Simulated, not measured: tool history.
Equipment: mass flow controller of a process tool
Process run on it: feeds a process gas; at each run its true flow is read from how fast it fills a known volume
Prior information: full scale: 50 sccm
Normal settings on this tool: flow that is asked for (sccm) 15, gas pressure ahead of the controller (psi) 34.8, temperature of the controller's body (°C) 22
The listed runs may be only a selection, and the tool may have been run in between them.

run    hour  flow that is asked for (sccm)  gas pressure ahead of the controller (psi)  temperature of the controller's body (°C)  true flow (%)
  1     0.0                             15                                        34.8                                         22          98.24
  2    78.4                             15                                        37.0                                         22          98.07
  3   128.1                             15                                        37.0                                         22          98.33
  4   205.3                             15                                        34.8                                         23          98.30
  5   247.8                             15                                        34.8                                         23          98.21
  6   302.0                             15                                        34.8                                         22          98.14
  7   352.5                             15                                        34.8                                         22          98.27
  8   408.1                             15                                        34.8                                         22          98.20
  9   492.3                             15                                        34.8                                         22          98.35
 10   562.5                             15                                        21.6                                         22          98.82
 11   644.5                             26                                        34.8                                         22          98.73
 12   682.5                             26                                        34.8                                         22          98.75
 13   751.6                             20                                        32.3                                         22          98.63
 14   828.2                             20                                        28.9                                         38          97.53
 15   877.3                             20                                        23.4                                         38          97.81
 16   941.5                              6                                        29.6                                         38          96.75
 17   979.8                             20                                        29.3                                         21          98.85
 18  1017.1                             20                                        29.3                                         21          98.71
 19  1100.5                             47                                        37.0                                         26          99.36
 20  1191.2                             28                                        29.9                                         26          98.83
 21  1240.9                             28                                        29.9                                         26          98.91
 22  1297.4                              7                                        29.9                                         39          96.59
 23  1382.5                             45                                        34.8                                         28          99.34

Here are 3 independent what-if runs from the current tool condition. What would each one return?
  A  1426.5                             29                                        33.2                                         31              ?
  B  1426.5                              5                                        30.7                                         33              ?
  C  1426.5                             45                                        34.8                                         38              ?

run  true flow (%)
  A          98.23
  B          97.08
  C          98.34
Had the tool no hidden state, the same runs would have come out as:
run  true flow (%)
  A          98.23
  B          97.07
  C          98.34

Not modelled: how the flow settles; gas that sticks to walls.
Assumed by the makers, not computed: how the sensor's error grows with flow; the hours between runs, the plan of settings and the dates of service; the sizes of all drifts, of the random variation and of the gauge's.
